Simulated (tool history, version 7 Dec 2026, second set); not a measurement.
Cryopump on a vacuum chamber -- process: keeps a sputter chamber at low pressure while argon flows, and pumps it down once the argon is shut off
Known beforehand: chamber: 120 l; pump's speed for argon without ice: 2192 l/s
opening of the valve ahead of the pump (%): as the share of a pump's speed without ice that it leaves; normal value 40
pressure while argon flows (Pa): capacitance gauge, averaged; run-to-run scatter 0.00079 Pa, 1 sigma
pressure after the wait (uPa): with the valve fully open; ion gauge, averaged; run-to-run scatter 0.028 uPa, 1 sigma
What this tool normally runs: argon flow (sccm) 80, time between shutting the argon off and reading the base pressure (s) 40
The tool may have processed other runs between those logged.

run,hour,argon flow (sccm),time between shutting the argon off and reading the base pressure (s),opening of the valve ahead of the pump (%),pressure while argon flows (Pa),pressure after the wait (uPa)
1,0,80,40,40,0.1607,1.64
2,131.9,80,40,40,0.161,1.64
3,243.1,80,40,40,0.1627,1.62
4,310.9,80,40,40,0.1644,1.72
5,411.9,80,40,40,0.1662,1.68
6,508.9,80,40,40,0.168,1.7
7,596.3,80,40,40,0.168,1.72
8,676.7,80,40,40,0.1708,1.74
9,739.4,80,40,40,0.1701,1.74
10,793.2,93,40,40,0.1982,1.77
11,863.5,93,40,40,0.2006,1.8
12,987.5,93,40,40,0.203,1.88
13,1070.2,80,40,40,0.176,1.85
14,1159,59,262,27,0.1866,0.9
15,1275.7,51,182,40,0.1153,1.01
16,1396.9,51,182,40,0.1165,1.03

Run 17 has not been measured yet. What should we expect?
17,1488,51,182,40,?,?

For run 17 the tool returned pressure while argon flows (Pa) 0.1177, pressure after the wait (uPa) 1.16.
Minus the tool's unlogged condition, the same run would have read pressure while argon flows (Pa) 0.0987, pressure after the wait (uPa) 0.46.

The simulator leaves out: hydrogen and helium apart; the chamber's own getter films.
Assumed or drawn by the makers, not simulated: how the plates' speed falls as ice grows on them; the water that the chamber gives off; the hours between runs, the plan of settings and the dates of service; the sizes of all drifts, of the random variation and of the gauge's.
